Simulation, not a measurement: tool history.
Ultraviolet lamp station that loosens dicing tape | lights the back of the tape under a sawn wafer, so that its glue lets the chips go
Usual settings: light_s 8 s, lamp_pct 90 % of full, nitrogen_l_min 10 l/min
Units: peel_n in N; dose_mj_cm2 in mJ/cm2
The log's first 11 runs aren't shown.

| run | hour | light_s | lamp_pct | nitrogen_l_min | peel_n | dose_mj_cm2 |
|---|---|---|---|---|---|---|
| 12 | 108.8 | 8 | 90 | 10 | 1.121 | 267 |
| 13 | 117.2 | 8 | 90 | 10 | 1.179 | 278 |
| 14 | 124.9 | 8 | 90 | 10 | 1.183 | 271 |
| 15 | 135.2 | 8 | 90 | 10 | 1.127 | 265 |
| 16 | 144.0 | 8 | 90 | 10 | 1.124 | 270 |
| 17 | 152.9 | 8 | 90 | 10 | 1.102 | 272 |
| 18 | 163.1 | 8 | 90 | 10 | 1.170 | 268 |
| 19 | 172.4 | 8 | 67 | 10 | 1.959 | 197 |
| 20 | 183.3 | 8 | 90 | 10 | 1.194 | 269 |
| 21 | 195.0 | 8 | 90 | 10 | 1.139 | 269 |
|  | 200.6 | window cleaned of glue's vapour |
| 22 | 204.9 | 8 | 90 | 10 | 1.075 | 280 |
| 23 | 216.5 | 7 | 92 | 3 | 2.550 | 249 |
| 24 | 227.4 | 7 | 92 | 3 | 2.489 | 251 |
| 25 | 235.5 | 7 | 92 | 3 | 2.521 | 246 |
| 26 | 242.6 | 7 | 92 | 3 | 2.592 | 245 |
| 27 | 249.8 | 4 | 92 | 11 | 3.061 | 142 |
| 28 | 256.5 | 4 | 92 | 11 | 3.151 | 138 |
| 29 | 266.3 | 11 | 63 | 8 | 1.358 | 264 |
| 30 | 273.3 | 11 | 63 | 8 | 1.343 | 265 |
| 31 | 282.2 | 11 | 63 | 8 | 1.343 | 262 |
| 32 | 294.0 | 6 | 94 | 10 | 1.718 | 213 |
| 33 | 300.1 | 11 | 68 | 10 | 0.997 | 280 |
| 34 | 310.3 | 15 | 69 | 7 | 0.659 | 389 |

Run 35 comes next. What will it give?
| 35 | 320.4 | 15 | 69 | 4 | ? | ? |

{"run 35": {"peel_n": 0.968, "dose_mj_cm2": 388}}
Without the tool's hidden state the same run would have given peel_n 0.734 N, dose_mj_cm2 440 mJ/cm2.
